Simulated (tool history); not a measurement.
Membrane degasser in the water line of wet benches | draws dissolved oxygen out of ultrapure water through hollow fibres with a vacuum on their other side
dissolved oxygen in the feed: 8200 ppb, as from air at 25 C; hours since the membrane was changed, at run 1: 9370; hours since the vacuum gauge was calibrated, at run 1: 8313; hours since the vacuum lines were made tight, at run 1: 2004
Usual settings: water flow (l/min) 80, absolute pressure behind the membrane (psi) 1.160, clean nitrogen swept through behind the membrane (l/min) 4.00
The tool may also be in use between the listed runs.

run,day,water flow (l/min),absolute pressure behind the membrane (psi),clean nitrogen swept through behind the membrane (l/min),hours since the membrane was changed,hours since the vacuum gauge was calibrated,hours since the vacuum lines were made tight,dissolved oxygen in the water behind the degasser (ppb),pressure that the water loses in the fibres (psi)
1,0.000,80,1.160,4.00,9370,8313,2004,466.3,9.175
2,12.954,80,1.160,4.00,9681,8624,2315,467.5,9.163
# day 27.146: vacuum gauge calibrated
3,27.146,80,1.160,4.00,10021,0,2655,477.3,9.155
4,40.092,80,1.607,4.00,10332,311,2966,613.7,9.190
5,52.238,80,1.157,4.00,10624,602,3257,487.5,9.271
6,62.988,80,1.157,4.00,10882,860,3515,496.6,9.214
7,72.733,80,1.157,4.00,11115,1094,3749,496.4,9.198
8,82.929,93,1.157,4.00,11360,1339,3994,608.3,10.666
9,93.846,93,1.157,4.00,11622,1601,4256,599.2,10.711
10,100.729,80,1.005,4.00,11787,1766,4421,449.4,9.295
# day 106.804: vacuum gauge calibrated, once more
11,109.771,80,1.160,4.00,12004,71,4638,460.1,9.340
12,122.550,80,1.160,4.00,12311,378,4944,463.8,9.352
13,133.596,80,1.160,4.00,12576,643,5209,467.5,9.309
14,143.975,75,1.160,4.00,12825,892,5458,436.0,8.740
15,158.408,79,1.002,7.98,13171,1239,5805,343.0,9.287
16,165.438,65,1.342,4.00,13340,1407,5974,395.3,7.646
17,175.592,80,1.160,9.38,13584,1651,6217,356.4,9.320
18,189.554,84,2.728,4.08,13919,1986,6552,921.0,9.900
19,201.117,84,2.728,4.08,14196,2264,6830,921.2,9.880
20,214.925,49,1.160,1.98,14528,2595,7161,356.2,5.797
21,228.438,106,1.523,1.98,14852,2919,7486,1064.8,12.504
22,234.350,106,0.714,1.98,14994,3061,7627,615.1,12.536
23,243.767,106,0.714,10.90,15220,3287,7853,485.0,12.502
24,249.917,106,0.714,10.90,15367,3435,8001,485.2,12.521
25,257.958,106,0.714,10.90,15560,3628,8194,489.0,12.543
26,267.175,80,1.369,2.90,15782,3849,8415,623.0,9.470
27,274.979,90,1.160,5.03,15969,4036,8603,528.7,10.681

The same runs without the tool's hidden state, with the same run-to-run variation:
The hidden state here: membrane still open, %; true pressure behind the membrane over the reading, kPa; air that leaks in behind the membrane, l/min; drift of the gauge itself on oxygen_ppb, %; drift of the gauge itself on loss_of_pressure_kpa, %.
run,dissolved oxygen in the water behind the degasser (ppb),pressure that the water loses in the fibres (psi)
1,410.1,8.750
2,409.4,8.725
3,404.7,8.701
4,539.2,8.720
5,409.7,8.785
6,415.7,8.715
7,414.1,8.691
8,509.9,10.061
9,500.4,10.090
10,363.3,8.750
11,410.5,8.783
12,411.9,8.778
13,413.5,8.725
14,383.9,8.183
15,286.3,8.678
16,351.0,7.142
17,297.4,8.692
18,860.2,9.213
19,858.6,9.182
20,320.0,5.378
21,972.7,11.578
22,508.6,11.600
23,387.1,11.552
24,386.3,11.564
25,387.9,11.570
26,546.0,8.725
27,440.5,9.832
